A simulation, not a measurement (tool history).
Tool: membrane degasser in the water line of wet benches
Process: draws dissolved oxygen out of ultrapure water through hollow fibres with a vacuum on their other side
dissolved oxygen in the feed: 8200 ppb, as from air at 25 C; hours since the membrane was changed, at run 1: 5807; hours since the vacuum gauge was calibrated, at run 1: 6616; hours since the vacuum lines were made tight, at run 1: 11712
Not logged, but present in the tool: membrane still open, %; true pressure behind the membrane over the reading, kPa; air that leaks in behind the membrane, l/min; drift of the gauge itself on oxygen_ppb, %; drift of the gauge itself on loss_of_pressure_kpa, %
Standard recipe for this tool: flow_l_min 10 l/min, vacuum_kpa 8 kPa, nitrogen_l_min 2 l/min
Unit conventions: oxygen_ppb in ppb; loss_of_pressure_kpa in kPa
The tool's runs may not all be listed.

| run | hour | flow_l_min | vacuum_kpa | nitrogen_l_min | hours since the membrane was changed | hours since the vacuum gauge was calibrated | hours since the vacuum lines were made tight | oxygen_ppb | loss_of_pressure_kpa |
|---|---|---|---|---|---|---|---|---|---|
| 1 | 0 | 10 | 8 | 2 | 5807 | 6616 | 11712 | 68.8 | 52.08 |
| 2 | 91.6 | 10 | 11.49 | 2 | 5899 | 6708 | 11804 | 112.3 | 51.85 |
| 3 | 228.5 | 9 | 8 | 2 | 6036 | 6845 | 11940 | 62.7 | 47.13 |
| 4 | 378.5 | 9 | 8 | 2 | 6186 | 6995 | 12090 | 62.6 | 46.75 |
| 5 | 464.2 | 9 | 8 | 1.63 | 6271 | 7080 | 12176 | 74.9 | 47.24 |
|  | 574 | seals of the vacuum lines changed |
| 6 | 597.1 | 10 | 8 | 2 | 6402 | 7211 | 23 | 66.7 | 51.97 |
| 7 | 732 | 10 | 8 | 2 | 6537 | 7346 | 158 | 66 | 52.11 |
| 8 | 795.2 | 10 | 8 | 2 | 6600 | 7409 | 221 | 67.1 | 52.34 |
| 9 | 911.4 | 10 | 8 | 2 | 6716 | 7526 | 337 | 65.9 | 53.04 |
| 10 | 1010.5 | 10 | 16.51 | 2 | 6816 | 7625 | 436 | 165.5 | 52.49 |
|  | 1017.1 | vacuum gauge calibrated |
| 11 | 1072.2 | 10 | 16.51 | 2 | 6877 | 55 | 498 | 171.4 | 52.49 |
| 12 | 1170.7 | 10 | 5.34 | 2 | 6975 | 154 | 596 | 33.6 | 52.6 |
| 13 | 1311.9 | 10 | 10.17 | 2 | 7116 | 295 | 737 | 92.3 | 52.53 |
| 14 | 1410.4 | 10 | 10.17 | 2 | 7215 | 393 | 836 | 93.7 | 52.49 |
| 15 | 1500.8 | 10 | 10.17 | 2 | 7305 | 484 | 926 | 90.8 | 52.47 |
|  | 1514.9 | vacuum gauge calibrated, once more |
| 16 | 1641.4 | 10 | 10.17 | 2 | 7445 | 127 | 1066 | 90.6 | 52.95 |
| 17 | 1710.1 | 10 | 7.3 | 1.1 | 7514 | 195 | 1135 | 93.5 | 52.97 |
| 18 | 1808.1 | 14 | 7.3 | 1.1 | 7612 | 293 | 1233 | 147 | 73.8 |
| 19 | 1896.1 | 10 | 7.37 | 0.88 | 7700 | 381 | 1321 | 115.6 | 53.23 |
| 20 | 2003.6 | 8 | 13.54 | 1.04 | 7808 | 489 | 1429 | 191.7 | 41.99 |
| 21 | 2086.9 | 12 | 5.75 | 1.29 | 7891 | 572 | 1512 | 71.5 | 63.55 |
| 22 | 2153.3 | 10 | 13.64 | 1.41 | 7957 | 638 | 1578 | 181.8 | 52.75 |
| 23 | 2259.6 | 8 | 17.46 | 2 | 8064 | 745 | 1685 | 141.5 | 42.09 |
| 24 | 2337 | 10 | 13.84 | 2 | 8141 | 822 | 1762 | 135.6 | 52.97 |
| 25 | 2463.7 | 16 | 6.81 | 1.69 | 8268 | 949 | 1889 | 129.5 | 84.58 |
| 26 | 2547.9 | 16 | 6.81 | 1.69 | 8352 | 1033 | 1973 | 129.7 | 84.35 |
| 27 | 2639.2 | 16 | 6.81 | 1.69 | 8443 | 1124 | 2064 | 129.6 | 85.21 |
| 28 | 2755.2 | 16 | 8.93 | 2.89 | 8559 | 1240 | 2180 | 127.3 | 84.73 |
| 29 | 2880.8 | 10 | 9.1 | 2 | 8685 | 1366 | 2306 | 78.2 | 52.8 |
| 30 | 2980.3 | 14 | 8.1 | 1.46 | 8784 | 1465 | 2405 | 141 | 74.2 |
| 31 | 3122.9 | 10 | 6.24 | 1.24 | 8927 | 1608 | 2548 | 65.4 | 53.39 |

Some steps in oxygen_ppb, run to run, broken into two amounts with sign: the step expected even without the hidden condition (settings, incoming material, random variation), and the rest, left for the hidden condition together with whatever gauge scatter is not in both the measured and the hidden-condition-free result:
Run 11 -> 12: vacuum_kpa 16.51 -> 5.34. oxygen_ppb -137.8 ppb: hidden state -0.7, all else -137.1.
Run 20 -> 21: flow_l_min 8 -> 12, vacuum_kpa 13.54 -> 5.75, nitrogen_l_min 1.04 -> 1.29. oxygen_ppb -120.2 ppb: hidden state +2.1, all else -122.3.
Run 21 -> 22: flow_l_min 12 -> 10, vacuum_kpa 5.75 -> 13.64, nitrogen_l_min 1.29 -> 1.41. oxygen_ppb +110.3 ppb: hidden state -1.1, all else +111.4.
Run 24 -> 25: flow_l_min 10 -> 16, vacuum_kpa 13.84 -> 6.81, nitrogen_l_min 2 -> 1.69. oxygen_ppb -6.1 ppb: hidden state +9.2, all else -15.3.
Run 28 -> 29: flow_l_min 16 -> 10, vacuum_kpa 8.93 -> 9.1, nitrogen_l_min 2.89 -> 2. oxygen_ppb -49.1 ppb: hidden state -10.3, all else -38.8.
Run 30 -> 31: flow_l_min 14 -> 10, vacuum_kpa 8.1 -> 6.24, nitrogen_l_min 1.46 -> 1.24. oxygen_ppb -75.6 ppb: hidden state -6.3, all else -69.3.

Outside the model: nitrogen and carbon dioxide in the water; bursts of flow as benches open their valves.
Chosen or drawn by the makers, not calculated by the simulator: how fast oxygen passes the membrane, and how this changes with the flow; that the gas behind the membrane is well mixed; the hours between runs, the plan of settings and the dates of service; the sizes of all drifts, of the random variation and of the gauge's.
